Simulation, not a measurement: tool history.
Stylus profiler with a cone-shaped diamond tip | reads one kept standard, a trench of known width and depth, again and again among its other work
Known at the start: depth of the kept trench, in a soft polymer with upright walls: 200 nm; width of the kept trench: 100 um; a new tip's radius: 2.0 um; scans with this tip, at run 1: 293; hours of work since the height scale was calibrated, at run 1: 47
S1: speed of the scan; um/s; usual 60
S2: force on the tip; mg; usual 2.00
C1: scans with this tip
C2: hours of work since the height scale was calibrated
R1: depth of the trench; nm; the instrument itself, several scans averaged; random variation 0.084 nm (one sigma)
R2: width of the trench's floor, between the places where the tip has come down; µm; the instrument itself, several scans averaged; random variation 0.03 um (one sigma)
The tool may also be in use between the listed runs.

run     day   S1    S2    C1   C2      R1     R2
  1   0.000   60  2.00   293   47  201.78  97.94
  2   0.329   60  2.00   322   52  201.76  97.95
  3   0.967   60  2.00   378   61  201.77  97.95
  4   1.479   60  2.00   422   68  201.60  97.93
  5   2.071   60  4.00   474   76  202.64  97.98
  6   2.771   60  4.00   535   86  202.85  98.02
  7   3.400   60  4.00   589   95  202.65  98.02
  8   3.712   60  4.00   617   99  202.72  98.01
  9   4.421   60  4.49   678  109  202.91  97.98
 10   5.117   60  4.49   739  119  202.81  97.98
 11   5.554   60  4.49   777  125  202.86  97.97
 12   5.950   60  4.49   811  130  202.75  98.01
 13   6.325   60  2.00   844  136  201.78  97.87
 14   6.917   60  2.00   896  144  201.72  97.91
 15   7.254   60  2.00   925  149  201.65  97.89
 16   7.608   60  1.99   956  154  201.51  97.86
 17   8.008   60  1.99   990  159  201.63  97.86
 18   8.508   60  2.00  1034  166  201.78  97.90
 19   9.200   60  2.00  1094  176  201.61  97.81
 20   9.708   60  2.00  1139  183  201.49  97.77
 21  10.346   60  2.00  1194  192  201.57  97.83
 22  10.758   60  2.00  1230  198  201.70  97.86
 23  11.217   98  2.00  1270  204  201.54  97.68
 24  11.571   62  4.15  1301  209  202.59  97.82
 25  12.171   62  4.15  1353  217  202.60  97.87
 26  12.579   62  4.15  1389  223  202.68  97.87
 27  13.079   63  4.15  1432  230  202.68  97.90
 28  13.442   63  4.15  1464  235  202.60  97.88
 29  13.983   63  4.15  1511  243  202.58  97.89
 30  14.646   60  3.33  1568  252  202.17  97.84
 31  15.358   60  3.33  1631  262  202.32  97.75
 32  16.067   60  3.33  1692  272  202.28  97.86
 33  16.429   60  3.33  1724  277  202.14  97.78
 34  17.138   16  2.11  1785  287  201.50  97.98
 35  17.758  116  2.49  1840  296  201.75  97.54
 36  18.079  116  2.49  1867  300  201.80  97.55
 37  18.571   37  5.15  1910  307  202.97  97.86
 38  19.033   17  4.30  1951  313  202.69  97.96
 39  19.458   17  4.30  1987  319  202.65  97.94
 40  19.792   66  0.86  2016  324  200.72  97.54
 41  20.167  154  2.36  2049  329  201.65  97.36
 42  20.858  154  2.36  2110  339  201.79  97.34
 43  21.483  176  2.00  2164  348  201.47  97.17
 44  22.138  176  2.00  2221  357  201.37  97.23
 45  22.662  176  2.00  2266  364  201.42  97.12
 46  23.188   24  2.00  2312  372  201.48  97.84

Measured less the same run without the tool's hidden state. The same run-to-run variation is in both; the gauge's scatter may not be:
The hidden state here: radius of the tip, um; height scale over the true one, %; drift of the gauge itself on depth_nm, %; drift of the gauge itself on floor_um, %.
run     R1     R2
  1  +0.02  -0.04
  2  +0.02  -0.04
  3  +0.01  -0.05
  4  +0.01  -0.06
  5  +0.00  -0.07
  6  -0.02  -0.07
  7  -0.02  -0.09
  8  -0.03  -0.08
  9  -0.04  -0.10
 10  -0.04  -0.10
 11  -0.05  -0.10
 12  -0.06  -0.11
 13  -0.06  -0.12
 14  -0.07  -0.12
 15  -0.08  -0.13
 16  -0.08  -0.13
 17  -0.09  -0.14
 18  -0.09  -0.14
 19  -0.10  -0.15
 20  -0.11  -0.16
 21  -0.12  -0.17
 22  -0.13  -0.17
 23  -0.13  -0.17
 24  -0.14  -0.18
 25  -0.15  -0.18
 26  -0.15  -0.19
 27  -0.16  -0.20
 28  -0.16  -0.20
 29  -0.17  -0.21
 30  -0.18  -0.22
 31  -0.20  -0.22
 32  -0.21  -0.23
 33  -0.21  -0.24
 34  -0.22  -0.24
 35  -0.22  -0.25
 36  -0.23  -0.25
 37  -0.24  -0.26
 38  -0.24  -0.26
 39  -0.25  -0.26
 40  -0.26  -0.27
 41  -0.26  -0.28
 42  -0.27  -0.29
 43  -0.28  -0.29
 44  -0.29  -0.29
 45  -0.29  -0.31
 46  -0.30  -0.31
